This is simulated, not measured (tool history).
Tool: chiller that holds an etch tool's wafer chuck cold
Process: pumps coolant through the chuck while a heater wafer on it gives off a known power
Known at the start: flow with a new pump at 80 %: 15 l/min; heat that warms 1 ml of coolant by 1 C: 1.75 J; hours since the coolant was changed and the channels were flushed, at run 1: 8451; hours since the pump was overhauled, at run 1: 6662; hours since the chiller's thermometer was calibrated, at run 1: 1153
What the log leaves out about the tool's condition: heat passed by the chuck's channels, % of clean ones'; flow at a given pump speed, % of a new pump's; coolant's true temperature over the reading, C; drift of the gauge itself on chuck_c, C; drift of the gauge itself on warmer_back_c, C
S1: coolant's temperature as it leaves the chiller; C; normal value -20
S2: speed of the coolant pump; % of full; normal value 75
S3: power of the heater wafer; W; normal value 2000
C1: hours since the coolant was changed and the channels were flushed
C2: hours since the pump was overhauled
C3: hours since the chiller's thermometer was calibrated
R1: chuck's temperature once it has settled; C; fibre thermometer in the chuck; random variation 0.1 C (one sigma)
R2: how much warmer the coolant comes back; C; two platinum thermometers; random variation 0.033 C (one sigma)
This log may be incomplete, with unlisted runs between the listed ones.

run 1 day=0.000 | S1=-20 S2=75 S3=2000 | C1=8451 C2=6662 C3=1153 | R1=13.3 R2=5.17
run 2 day=3.254 | S1=-20 S2=75 S3=2000 | C1=8529 C2=6740 C3=1231 | R1=13.3 R2=5.14
run 3 day=9.875 | S1=-20 S2=75 S3=2000 | C1=8688 C2=6899 C3=1390 | R1=13.4 R2=5.18
run 4 day=13.004 | S1=-20 S2=92 S3=2000 | C1=8763 C2=6974 C3=1465 | R1=8.3 R2=4.18
-- day=17.650 coolant changed, channels flushed
run 5 day=19.742 | S1=-20 S2=75 S3=1118 | C1=50 C2=7130 C3=1621 | R1=-4.8 R2=2.90
run 6 day=24.092 | S1=-20 S2=75 S3=1118 | C1=155 C2=7234 C3=1725 | R1=-4.8 R2=2.88
run 7 day=27.279 | S1=-20 S2=75 S3=1118 | C1=231 C2=7311 C3=1802 | R1=-4.7 R2=2.86
run 8 day=31.150 | S1=-20 S2=75 S3=1118 | C1=324 C2=7403 C3=1895 | R1=-4.8 R2=2.93
run 9 day=37.283 | S1=-11 S2=75 S3=2000 | C1=471 C2=7551 C3=2042 | R1=16.4 R2=5.23
run 10 day=44.167 | S1=-11 S2=75 S3=2000 | C1=636 C2=7716 C3=2207 | R1=16.5 R2=5.19
run 11 day=48.396 | S1=-20 S2=75 S3=2346 | C1=738 C2=7817 C3=2308 | R1=12.3 R2=6.07
run 12 day=52.321 | S1=-20 S2=75 S3=2673 | C1=832 C2=7912 C3=2403 | R1=17.1 R2=6.98
run 13 day=56.846 | S1=-20 S2=75 S3=2673 | C1=941 C2=8020 C3=2511 | R1=17.0 R2=6.99
run 14 day=63.496 | S1=-20 S2=75 S3=2673 | C1=1100 C2=8180 C3=2671 | R1=17.3 R2=6.98
run 15 day=67.567 | S1=-20 S2=75 S3=1098 | C1=1198 C2=8277 C3=2768 | R1=-4.4 R2=2.86
run 16 day=72.308 | S1=-20 S2=75 S3=1098 | C1=1312 C2=8391 C3=2882 | R1=-4.6 R2=2.82
run 17 day=77.338 | S1=-30 S2=60 S3=1038 | C1=1433 C2=8512 C3=3003 | R1=-12.2 R2=3.33
run 18 day=82.371 | S1=-30 S2=60 S3=1038 | C1=1553 C2=8633 C3=3124 | R1=-12.0 R2=3.43
run 19 day=87.500 | S1=-20 S2=74 S3=2717 | C1=1676 C2=8756 C3=3247 | R1=19.2 R2=7.17
run 20 day=91.583 | S1=-20 S2=63 S3=2000 | C1=1774 C2=8854 C3=3345 | R1=13.1 R2=6.20
run 21 day=96.004 | S1=-11 S2=80 S3=2040 | C1=1880 C2=8960 C3=3451 | R1=16.8 R2=5.08
run 22 day=101.062 | S1=-11 S2=80 S3=2040 | C1=2002 C2=9081 C3=3572 | R1=16.9 R2=5.10
run 23 day=106.938 | S1=-18 S2=87 S3=1420 | C1=2143 C2=9222 C3=3713 | R1=0.3 R2=3.31
run 24 day=109.846 | S1=-18 S2=87 S3=1420 | C1=2213 C2=9292 C3=3783 | R1=0.4 R2=3.29
run 25 day=114.229 | S1=-14 S2=85 S3=2379 | C1=2318 C2=9397 C3=3888 | R1=17.0 R2=5.58
-- day=117.483 chiller's thermometer calibrated
run 26 day=117.483 | S1=-14 S2=85 S3=2379 | C1=2395 C2=9474 C3=0 | R1=16.8 R2=5.61
run 27 day=124.308 | S1=-23 S2=67 S3=2379 | C1=2559 C2=9638 C3=164 | R1=14.9 R2=7.01
run 28 day=128.838 | S1=-18 S2=73 S3=2379 | C1=2667 C2=9747 C3=272 | R1=17.4 R2=6.49
run 29 day=131.700 | S1=-28 S2=85 S3=2113 | C1=2736 C2=9816 C3=341 | R1=-0.4 R2=5.00
run 30 day=138.604 | S1=-24 S2=71 S3=1266 | C1=2902 C2=9981 C3=507 | R1=-4.4 R2=3.58
run 31 day=142.279 | S1=-28 S2=90 S3=1127 | C1=2990 C2=10069 C3=595 | R1=-13.9 R2=2.55

Below are 3 alternative next runs, each starting from the tool's condition after run 31. Predict each:
run A day=146.054 | S1=-16 S2=86 S3=1338 | C1=3081 C2=10160 C3=686 | R1=? R2=?
run B day=146.054 | S1=-20 S2=75 S3=1378 | C1=3081 C2=10160 C3=686 | R1=? R2=?
run C day=146.054 | S1=-20 S2=75 S3=2460 | C1=3081 C2=10160 C3=686 | R1=? R2=?

run=A R1=1.7 R2=3.11
run=B R1=0.3 R2=3.68
run=C R1=16.4 R2=6.55
The same runs, with their run-to-run variation unchanged, on a tool lacking any hidden condition would have given:
run=A R1=-0.8 R2=2.84
run=B R1=-2.6 R2=3.36
run=C R1=11.3 R2=5.98
